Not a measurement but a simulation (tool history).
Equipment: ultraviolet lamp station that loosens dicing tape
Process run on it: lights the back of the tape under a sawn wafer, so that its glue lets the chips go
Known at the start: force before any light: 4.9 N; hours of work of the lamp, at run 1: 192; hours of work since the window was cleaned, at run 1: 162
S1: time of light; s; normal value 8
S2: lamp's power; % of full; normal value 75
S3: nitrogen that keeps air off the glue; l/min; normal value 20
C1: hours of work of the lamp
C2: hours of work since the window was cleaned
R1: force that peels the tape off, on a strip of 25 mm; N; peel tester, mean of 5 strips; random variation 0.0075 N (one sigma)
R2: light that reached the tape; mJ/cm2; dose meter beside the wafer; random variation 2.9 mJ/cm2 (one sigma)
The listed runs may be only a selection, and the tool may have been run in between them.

{"run": 1, "hour": 0.0, "S1": 8, "S2": 75, "S3": 20, "C1": 192, "C2": 162, "R1": 0.325, "R2": 368}
{"run": 2, "hour": 11.8, "S1": 8, "S2": 75, "S3": 20, "C1": 199, "C2": 170, "R1": 0.308, "R2": 369}
{"run": 3, "hour": 18.0, "S1": 8, "S2": 75, "S3": 20, "C1": 203, "C2": 174, "R1": 0.31, "R2": 368}
{"run": 4, "hour": 28.9, "S1": 9, "S2": 75, "S3": 20, "C1": 210, "C2": 180, "R1": 0.278, "R2": 413}
{"run": 5, "hour": 41.7, "S1": 9, "S2": 75, "S3": 20, "C1": 218, "C2": 188, "R1": 0.26, "R2": 415}
{"run": 6, "hour": 47.5, "S1": 9, "S2": 75, "S3": 20, "C1": 221, "C2": 192, "R1": 0.287, "R2": 413}
{"run": 7, "hour": 57.3, "S1": 9, "S2": 75, "S3": 20, "C1": 228, "C2": 198, "R1": 0.292, "R2": 404}
{"run": 8, "hour": 67.2, "S1": 9, "S2": 75, "S3": 20, "C1": 234, "C2": 204, "R1": 0.298, "R2": 411}
{"run": 9, "hour": 74.6, "S1": 9, "S2": 75, "S3": 20, "C1": 238, "C2": 209, "R1": 0.299, "R2": 405}
{"run": 10, "hour": 83.1, "S1": 9, "S2": 75, "S3": 20, "C1": 244, "C2": 214, "R1": 0.29, "R2": 405}
{"run": 11, "hour": 94.0, "S1": 9, "S2": 75, "S3": 20, "C1": 251, "C2": 221, "R1": 0.282, "R2": 403}
{"run": 12, "hour": 105.8, "S1": 8, "S2": 75, "S3": 20, "C1": 258, "C2": 229, "R1": 0.347, "R2": 358}
{"run": 13, "hour": 116.7, "S1": 8, "S2": 75, "S3": 20, "C1": 265, "C2": 236, "R1": 0.335, "R2": 351}
{"run": 14, "hour": 127.7, "S1": 8, "S2": 75, "S3": 20, "C1": 272, "C2": 242, "R1": 0.338, "R2": 351}
{"run": 15, "hour": 135.0, "S1": 8, "S2": 75, "S3": 20, "C1": 276, "C2": 247, "R1": 0.339, "R2": 348}
{"run": 16, "hour": 140.7, "S1": 8, "S2": 75, "S3": 20, "C1": 280, "C2": 251, "R1": 0.336, "R2": 347}
{"run": 17, "hour": 147.3, "S1": 8, "S2": 75, "S3": 20, "C1": 284, "C2": 255, "R1": 0.331, "R2": 343}
{"run": 18, "hour": 158.4, "S1": 8, "S2": 75, "S3": 20, "C1": 291, "C2": 262, "R1": 0.344, "R2": 346}
{"run": 19, "hour": 171.3, "S1": 8, "S2": 75, "S3": 26, "C1": 299, "C2": 270, "R1": 0.318, "R2": 342}
{"run": 20, "hour": 177.9, "S1": 8, "S2": 75, "S3": 26, "C1": 303, "C2": 274, "R1": 0.308, "R2": 342}
{"run": 21, "hour": 190.3, "S1": 8, "S2": 75, "S3": 35, "C1": 311, "C2": 282, "R1": 0.289, "R2": 335}
{"run": 22, "hour": 197.5, "S1": 16, "S2": 75, "S3": 35, "C1": 316, "C2": 286, "R1": 0.231, "R2": 678}
{"run": 23, "hour": 205.9, "S1": 4, "S2": 61, "S3": 31, "C1": 321, "C2": 292, "R1": 1.135, "R2": 134}
{"run": 24, "hour": 217.7, "S1": 12, "S2": 88, "S3": 8, "C1": 328, "C2": 299, "R1": 0.257, "R2": 581}
{"run": 25, "hour": 224.7, "S1": 12, "S2": 79, "S3": 27, "C1": 333, "C2": 303, "R1": 0.238, "R2": 528}
{"run": 26, "hour": 234.7, "S1": 10, "S2": 79, "S3": 28, "C1": 339, "C2": 310, "R1": 0.256, "R2": 435}
{"run": 27, "hour": 245.3, "S1": 14, "S2": 70, "S3": 12, "C1": 346, "C2": 316, "R1": 0.254, "R2": 537}
{"run": 28, "hour": 253.1, "S1": 12, "S2": 64, "S3": 12, "C1": 351, "C2": 321, "R1": 0.343, "R2": 422}
{"hour": 259.5, "done": "window cleaned of glue's vapour"}
{"run": 29, "hour": 264.2, "S1": 12, "S2": 64, "S3": 25, "C1": 357, "C2": 3, "R1": 0.248, "R2": 504}
{"run": 30, "hour": 270.8, "S1": 12, "S2": 64, "S3": 25, "C1": 361, "C2": 7, "R1": 0.253, "R2": 503}
{"run": 31, "hour": 277.6, "S1": 9, "S2": 91, "S3": 25, "C1": 366, "C2": 11, "R1": 0.245, "R2": 535}
{"run": 32, "hour": 285.3, "S1": 8, "S2": 64, "S3": 27, "C1": 371, "C2": 16, "R1": 0.327, "R2": 331}
{"run": 33, "hour": 294.6, "S1": 8, "S2": 64, "S3": 27, "C1": 376, "C2": 22, "R1": 0.32, "R2": 328}
{"run": 34, "hour": 302.7, "S1": 6, "S2": 72, "S3": 8, "C1": 381, "C2": 27, "R1": 0.708, "R2": 281}
{"run": 35, "hour": 310.4, "S1": 11, "S2": 74, "S3": 16, "C1": 386, "C2": 32, "R1": 0.265, "R2": 520}
{"run": 36, "hour": 321.6, "S1": 5, "S2": 88, "S3": 40, "C1": 393, "C2": 39, "R1": 0.363, "R2": 282}
{"run": 37, "hour": 328.1, "S1": 5, "S2": 88, "S3": 40, "C1": 397, "C2": 43, "R1": 0.349, "R2": 281}
{"run": 38, "hour": 337.5, "S1": 7, "S2": 88, "S3": 21, "C1": 403, "C2": 49, "R1": 0.3, "R2": 396}
{"run": 39, "hour": 344.5, "S1": 7, "S2": 88, "S3": 21, "C1": 408, "C2": 53, "R1": 0.297, "R2": 391}
{"run": 40, "hour": 355.0, "S1": 7, "S2": 88, "S3": 34, "C1": 414, "C2": 60, "R1": 0.27, "R2": 386}
{"run": 41, "hour": 365.5, "S1": 9, "S2": 75, "S3": 25, "C1": 421, "C2": 67, "R1": 0.262, "R2": 427}
{"run": 42, "hour": 378.1, "S1": 12, "S2": 75, "S3": 20, "C1": 429, "C2": 74, "R1": 0.243, "R2": 560}
{"run": 43, "hour": 388.6, "S1": 14, "S2": 75, "S3": 8, "C1": 435, "C2": 81, "R1": 0.254, "R2": 642}

Across each entry between runs, compare the hidden state at the last listed run before it with the hidden state at the first listed run after it:
Run 28 -> run 29: window cleaned of glue's vapour (hour 259.5)
  lamp's light, % of a new lamp's: 93.9 -> 93.8; light that the window lets through, % of a clean one's: 81.9 -> 98.6
  measured minus no-state result, R1: +0.068 -> +0.005 N; R2: -126 -> -41 mJ/cm2
